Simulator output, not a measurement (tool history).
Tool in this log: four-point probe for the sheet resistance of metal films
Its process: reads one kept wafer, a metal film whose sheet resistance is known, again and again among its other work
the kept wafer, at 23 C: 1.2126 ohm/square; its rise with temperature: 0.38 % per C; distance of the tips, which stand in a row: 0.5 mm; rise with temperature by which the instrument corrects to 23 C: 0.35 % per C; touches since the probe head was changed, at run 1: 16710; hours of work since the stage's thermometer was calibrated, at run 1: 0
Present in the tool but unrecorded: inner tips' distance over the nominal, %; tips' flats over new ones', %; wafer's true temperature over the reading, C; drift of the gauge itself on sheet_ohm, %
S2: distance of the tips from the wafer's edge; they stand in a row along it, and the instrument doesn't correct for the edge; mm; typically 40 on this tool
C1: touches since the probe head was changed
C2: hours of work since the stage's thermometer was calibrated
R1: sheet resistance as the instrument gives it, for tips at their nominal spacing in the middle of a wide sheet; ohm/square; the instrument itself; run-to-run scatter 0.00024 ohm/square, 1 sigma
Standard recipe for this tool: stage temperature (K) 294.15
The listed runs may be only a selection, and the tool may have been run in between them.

run 1 hour=0 | stage_temperature_(K)=294.15 S2=40 | C1=16710 C2=0 | R1=1.210421
run 2 hour=18.9 | stage_temperature_(K)=298.15 S2=40 | C1=17089 C2=15 | R1=1.211866
run 3 hour=34 | stage_temperature_(K)=298.15 S2=6 | C1=17390 C2=27 | R1=1.216417
run 4 hour=55.9 | stage_temperature_(K)=298.15 S2=6 | C1=17828 C2=44 | R1=1.216081
run 5 hour=78.7 | stage_temperature_(K)=294.15 S2=40 | C1=18282 C2=62 | R1=1.210242
run 6 hour=103.3 | stage_temperature_(K)=294.15 S2=40 | C1=18774 C2=82 | R1=1.21026
run 7 hour=123 | stage_temperature_(K)=294.15 S2=40 | C1=19167 C2=97 | R1=1.210003
run 8 hour=138.9 | stage_temperature_(K)=297.15 S2=40 | C1=19484 C2=110 | R1=1.210917
run 9 hour=159.9 | stage_temperature_(K)=294.15 S2=18 | C1=19904 C2=126 | R1=1.210871
run 10 hour=185.4 | stage_temperature_(K)=294.15 S2=40 | C1=20415 C2=147 | R1=1.20991
run 11 hour=208 | stage_temperature_(K)=294.15 S2=40 | C1=20865 C2=164 | R1=1.210178
run 12 hour=228.4 | stage_temperature_(K)=294.15 S2=40 | C1=21274 C2=181 | R1=1.210335
run 13 hour=248.1 | stage_temperature_(K)=294.15 S2=40 | C1=21667 C2=196 | R1=1.209972
run 14 hour=275.9 | stage_temperature_(K)=291.15 S2=40 | C1=22221 C2=218 | R1=1.208836
-- hour=278.5 stage's thermometer calibrated
run 15 hour=298.2 | stage_temperature_(K)=291.15 S2=40 | C1=22657 C2=16 | R1=1.208766
run 16 hour=316.4 | stage_temperature_(K)=294.15 S2=40 | C1=23021 C2=30 | R1=1.209777
run 17 hour=335 | stage_temperature_(K)=294.15 S2=64 | C1=23393 C2=45 | R1=1.210037
run 18 hour=358.2 | stage_temperature_(K)=294.15 S2=24 | C1=23856 C2=63 | R1=1.210252
run 19 hour=383.3 | stage_temperature_(K)=294.15 S2=40 | C1=24358 C2=83 | R1=1.209848
run 20 hour=396.7 | stage_temperature_(K)=297.15 S2=40 | C1=24625 C2=93 | R1=1.211147
run 21 hour=410.7 | stage_temperature_(K)=297.15 S2=64 | C1=24904 C2=104 | R1=1.210402
run 22 hour=427.4 | stage_temperature_(K)=297.15 S2=64 | C1=25239 C2=118 | R1=1.210903
-- hour=436.3 stage's thermometer calibrated, once more
run 23 hour=443 | stage_temperature_(K)=297.15 S2=64 | C1=25541 C2=5 | R1=1.210909
run 24 hour=461.8 | stage_temperature_(K)=297.15 S2=64 | C1=25916 C2=20 | R1=1.210407
run 25 hour=483.7 | stage_temperature_(K)=293.15 S2=47 | C1=26353 C2=37 | R1=1.209095
run 26 hour=511.3 | stage_temperature_(K)=293.15 S2=12 | C1=26904 C2=59 | R1=1.210092
run 27 hour=536.5 | stage_temperature_(K)=294.15 S2=72 | C1=27409 C2=79 | R1=1.209889
run 28 hour=553.3 | stage_temperature_(K)=294.15 S2=13 | C1=27744 C2=93 | R1=1.210316
run 29 hour=577.2 | stage_temperature_(K)=294.15 S2=13 | C1=28220 C2=111 | R1=1.210812
run 30 hour=590.6 | stage_temperature_(K)=293.15 S2=10 | C1=28489 C2=122 | R1=1.21102
run 31 hour=617 | stage_temperature_(K)=302.15 S2=12 | C1=29016 C2=143 | R1=1.213811
run 32 hour=640.7 | stage_temperature_(K)=302.15 S2=12 | C1=29489 C2=162 | R1=1.213775
run 33 hour=659.4 | stage_temperature_(K)=302.15 S2=12 | C1=29863 C2=176 | R1=1.213743
run 34 hour=687.9 | stage_temperature_(K)=302.15 S2=12 | C1=30432 C2=199 | R1=1.213085
run 35 hour=715.4 | stage_temperature_(K)=302.15 S2=12 | C1=30981 C2=221 | R1=1.213768
run 36 hour=743.3 | stage_temperature_(K)=293.15 S2=38 | C1=31540 C2=243 | R1=1.208921
run 37 hour=759.9 | stage_temperature_(K)=293.15 S2=38 | C1=31871 C2=256 | R1=1.208729
run 38 hour=775.4 | stage_temperature_(K)=293.15 S2=38 | C1=32180 C2=268 | R1=1.208707
run 39 hour=788.1 | stage_temperature_(K)=293.15 S2=38 | C1=32434 C2=278 | R1=1.208635

The next listed run, before its measurement:
run 40 hour=810.3 | stage_temperature_(K)=293.15 S2=12 | C1=32878 C2=296 | R1=?

{"run 40": {"R1": 1.210052}}
Had the tool carried no hidden state, the very same run would have given R1 1.212747 ohm/square.
